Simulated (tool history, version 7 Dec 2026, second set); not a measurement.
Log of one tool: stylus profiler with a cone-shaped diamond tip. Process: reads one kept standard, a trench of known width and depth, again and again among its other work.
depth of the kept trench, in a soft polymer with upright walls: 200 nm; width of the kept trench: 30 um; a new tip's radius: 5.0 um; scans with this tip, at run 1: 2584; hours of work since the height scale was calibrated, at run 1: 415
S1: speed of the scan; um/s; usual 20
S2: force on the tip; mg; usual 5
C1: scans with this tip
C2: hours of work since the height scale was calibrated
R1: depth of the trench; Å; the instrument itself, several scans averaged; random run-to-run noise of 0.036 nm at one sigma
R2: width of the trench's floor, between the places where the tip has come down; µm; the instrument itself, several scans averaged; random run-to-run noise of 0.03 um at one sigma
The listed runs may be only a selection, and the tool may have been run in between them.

run,hour,S1,S2,C1,C2,R1,R2
1,0,20,5,2584,415,2051.9,26.88
2,81.7,20,4.78,2894,465,2050.4,26.85
3,147.4,20,4.78,3144,505,2050,26.82
4,216.1,20,4.78,3405,547,2049.6,26.78
5,252.8,20,4.78,3544,570,2050.1,26.79
6,311.2,20,5,3766,605,2051,26.71
7,361.3,20,5,3956,636,2050.8,26.74
8,395.3,20,5,4085,657,2050.8,26.73
9,478.4,20,5,4400,707,2050.5,26.7
10,555.3,20,5,4692,754,2050.4,26.65
11,597.2,54,5,4851,780,2050.6,26.51
12,680.3,20,5,5167,831,2050.2,26.62
13,741.9,20,10.56,5401,868,2085.6,26.67
14,791,20,5.08,5587,898,2050.6,26.59
15,845.3,20,3.24,5793,931,2036,26.54
16,879.5,20,3.24,5923,952,2035.5,26.5
17,957.2,60,5,6218,1000,2049.5,26.35
18,1040.2,60,5,6533,1050,2049.2,26.3
19,1091.9,60,5,6730,1082,2049.2,26.31
20,1146.1,5,5,6935,1115,2049.5,26.53
21,1181.4,20,5,7069,1136,2049.2,26.48
22,1250.7,20,5,7332,1179,2049.1,26.45
# hour 1256.4: height scale calibrated on a step standard
23,1334,20,5,7646,47,2047.7,26.48
24,1396.9,20,5,7885,86,2047.4,26.43
25,1459.5,33,6.2,8123,124,2055.5,26.31
26,1515.7,33,6.2,8336,158,2055.2,26.26
# hour 1540.7: height scale calibrated on a step standard, once more
27,1568.8,24,14.65,8536,17,2110.9,26.39
28,1643.4,30,13.05,8819,63,2102.8,26.3
29,1725.8,30,13.05,9132,113,2102.1,26.31
30,1775,16,13.05,9319,143,2102.2,26.28
31,1809.7,16,13.05,9450,164,2102,26.27
32,1892.6,16,13.05,9765,215,2101.9,26.23
33,1974.5,12,8.59,10076,265,2076.6,26.25
34,2032.3,11,2.9,10296,300,2036.8,26.23
35,2083.8,6,2.74,10491,331,2035.6,26.11
36,2137.9,11,7.79,10696,364,2072,26.16
37,2205.7,20,7.72,10954,406,2071,26.13
38,2254.1,20,2.78,11138,435,2034.9,26.1
39,2328.4,53,2.78,11420,481,2034.5,25.84
40,2399.7,44,5,11690,524,2052.5,25.95
41,2475.1,48,12.94,11977,570,2099.8,25.99
42,2529.2,13,1.76,12182,603,2024.5,26.02
43,2609.6,69,1.72,12487,652,2024.2,25.54
44,2648,7,3.89,12633,676,2043,26.02
45,2722.5,18,5.89,12916,721,2057.6,25.9
46,2759.7,18,5.89,13057,744,2057.6,26.02

Consider 3 possible next runs. They are alternatives, not a sequence: every one starts from the tool as it was left by run 46. What does each give?
A,2821.9,5,5,13293,782,?,?
B,2821.9,19,2.93,13293,782,?,?
C,2821.9,18,2.98,13293,782,?,?

run,R1,R2
A,2050.6,26.01
B,2035.8,25.88
C,2034.7,25.91
What these runs would have given with no unlogged condition in the tool:
run,R1,R2
A,2053.8,27.21
B,2039,27.07
C,2037.9,27.11
